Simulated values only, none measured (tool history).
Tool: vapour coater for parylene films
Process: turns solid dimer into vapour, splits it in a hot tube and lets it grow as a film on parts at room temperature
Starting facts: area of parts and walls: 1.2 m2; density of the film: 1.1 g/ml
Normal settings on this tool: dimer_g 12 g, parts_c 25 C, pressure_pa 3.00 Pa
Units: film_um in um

| run | hour | dimer_g | parts_c | pressure_pa | film_um |
|---|---|---|---|---|---|
| 1 | 0.0 | 12 | 25 | 3.00 | 5.43 |
| 2 | 56.3 | 12 | 25 | 3.00 | 5.37 |
| 3 | 108.6 | 12 | 25 | 3.00 | 5.25 |
| 4 | 148.6 | 12 | 25 | 3.00 | 5.16 |
| 5 | 213.0 | 12 | 25 | 3.00 | 5.20 |
| 6 | 295.5 | 12 | 25 | 3.00 | 5.13 |
| 7 | 335.2 | 12 | 18 | 3.00 | 6.31 |
| 8 | 377.3 | 12 | 18 | 3.00 | 6.23 |
| 9 | 413.5 | 12 | 25 | 3.00 | 5.03 |
| 10 | 487.5 | 12 | 25 | 3.00 | 5.02 |
| 11 | 572.5 | 12 | 25 | 3.05 | 5.69 |
| 12 | 648.9 | 12 | 25 | 3.00 | 5.62 |
| 13 | 722.0 | 12 | 25 | 3.00 | 5.50 |
| 14 | 768.3 | 12 | 25 | 3.00 | 5.52 |
| 15 | 836.1 | 12 | 25 | 7.33 | 4.98 |
| 16 | 885.2 | 12 | 25 | 7.33 | 4.93 |
| 17 | 954.5 | 12 | 25 | 3.00 | 5.32 |
| 18 | 999.9 | 12 | 25 | 3.00 | 5.27 |
| 19 | 1037.0 | 12 | 25 | 3.00 | 5.28 |
| 20 | 1092.6 | 12 | 25 | 3.00 | 5.16 |
| 21 | 1162.3 | 12 | 25 | 3.00 | 5.14 |
| 22 | 1238.1 | 9 | 25 | 3.00 | 3.76 |
| 23 | 1323.9 | 9 | 25 | 3.00 | 4.26 |
| 24 | 1403.8 | 9 | 25 | 3.00 | 4.23 |
| 25 | 1444.3 | 9 | 25 | 3.00 | 4.21 |
| 26 | 1503.1 | 9 | 25 | 3.00 | 4.06 |
| 27 | 1573.1 | 13 | 28 | 3.00 | 5.30 |
| 28 | 1618.9 | 9 | 25 | 3.00 | 4.01 |
| 29 | 1658.7 | 12 | 19 | 3.00 | 6.54 |
| 30 | 1707.4 | 10 | 25 | 3.00 | 4.39 |
| 31 | 1775.7 | 8 | 30 | 3.00 | 3.01 |
| 32 | 1837.7 | 19 | 20 | 2.72 | 9.70 |
| 33 | 1889.9 | 9 | 24 | 3.28 | 3.99 |
| 34 | 1971.6 | 5 | 24 | 3.28 | 2.13 |
| 35 | 2034.4 | 7 | 33 | 7.26 | 2.09 |
| 36 | 2108.8 | 8 | 25 | 3.08 | 3.76 |
| 37 | 2168.9 | 12 | 33 | 10.51 | 3.86 |
| 38 | 2246.4 | 9 | 37 | 10.08 | 2.48 |
| 39 | 2322.1 | 17 | 23 | 5.83 | 7.65 |
| 40 | 2397.4 | 17 | 23 | 5.83 | 7.66 |
| 41 | 2461.9 | 20 | 35 | 3.85 | 6.36 |
| 42 | 2525.5 | 11 | 37 | 2.10 | 3.39 |
| 43 | 2564.4 | 11 | 37 | 2.10 | 3.37 |
| 44 | 2643.0 | 6 | 30 | 3.00 | 2.19 |
| 45 | 2688.2 | 6 | 21 | 11.65 | 2.58 |
| 46 | 2763.4 | 5 | 20 | 11.65 | 2.14 |

Not shown: 4 entries that the log had between the listed runs. Between which runs, and how does the tool's hidden state differ before and after?
Between runs 10 and 11: trap's valve overhauled (hour 523.5)
  vapour lost through the trap's worn valve, %: 14.1 -> 1.1; true temperature of the parts over the reading, C: -0.29 -> -0.31
  difference, measured minus the result without the unlogged condition, film_um: -0.77 -> -0.01 um
Between runs 22 and 23: trap's valve overhauled (hour 1309.2); table's thermometer calibrated (hour 1310.2)
  vapour lost through the trap's worn valve, %: 12.5 -> 0.4; true temperature of the parts over the reading, C: -0.48 -> -0.08
  difference, measured minus the result without the unlogged condition, film_um: -0.47 -> +0.00 um
Between runs 35 and 36: trap's valve overhauled (hour 2097.1)
  vapour lost through the trap's worn valve, %: 12.6 -> 1.3; true temperature of the parts over the reading, C: -0.27 -> -0.28
  difference, measured minus the result without the unlogged condition, film_um: -0.28 -> -0.01 um
